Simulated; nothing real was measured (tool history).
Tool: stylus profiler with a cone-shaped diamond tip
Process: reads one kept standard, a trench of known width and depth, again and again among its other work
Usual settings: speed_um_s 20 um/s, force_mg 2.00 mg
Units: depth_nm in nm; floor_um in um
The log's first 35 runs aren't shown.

{"run": 36, "hour": 405.2, "speed_um_s": 8, "force_mg": 3.63, "depth_nm": 202.78, "floor_um": 46.83}
{"run": 37, "hour": 416.6, "speed_um_s": 8, "force_mg": 3.63, "depth_nm": 202.74, "floor_um": 46.83}
{"run": 38, "hour": 423.7, "speed_um_s": 14, "force_mg": 1.2, "depth_nm": 201.33, "floor_um": 46.84}
{"run": 39, "hour": 431.9, "speed_um_s": 16, "force_mg": 1.46, "depth_nm": 201.52, "floor_um": 46.8}
{"run": 40, "hour": 447.2, "speed_um_s": 20, "force_mg": 1.45, "depth_nm": 201.5, "floor_um": 46.77}
{"run": 41, "hour": 456.4, "speed_um_s": 20, "force_mg": 1.45, "depth_nm": 201.5, "floor_um": 46.79}
{"run": 42, "hour": 465.5, "speed_um_s": 11, "force_mg": 3.43, "depth_nm": 202.58, "floor_um": 46.8}
{"run": 43, "hour": 480.6, "speed_um_s": 11, "force_mg": 3.43, "depth_nm": 202.59, "floor_um": 46.76}
{"run": 44, "hour": 493.5, "speed_um_s": 20, "force_mg": 4.2, "depth_nm": 202.91, "floor_um": 46.83}
{"run": 45, "hour": 508.0, "speed_um_s": 47, "force_mg": 4.2, "depth_nm": 202.99, "floor_um": 46.76}

3 ways to go on from here, each from the tool as it stands after run 45. What would each give?
{"run": "A", "hour": 522.3, "speed_um_s": 44, "force_mg": 4.41, "depth_nm": "?", "floor_um": "?"}
{"run": "B", "hour": 522.3, "speed_um_s": 17, "force_mg": 4.2, "depth_nm": "?", "floor_um": "?"}
{"run": "C", "hour": 522.3, "speed_um_s": 5, "force_mg": 2.0, "depth_nm": "?", "floor_um": "?"}

run=A depth_nm=203.04 floor_um=46.70
run=B depth_nm=202.92 floor_um=46.83
run=C depth_nm=201.83 floor_um=46.82
Without the tool's hidden state the same runs would have given:
run=A depth_nm=203.02 floor_um=47.08
run=B depth_nm=202.91 floor_um=47.21
run=C depth_nm=201.82 floor_um=47.21

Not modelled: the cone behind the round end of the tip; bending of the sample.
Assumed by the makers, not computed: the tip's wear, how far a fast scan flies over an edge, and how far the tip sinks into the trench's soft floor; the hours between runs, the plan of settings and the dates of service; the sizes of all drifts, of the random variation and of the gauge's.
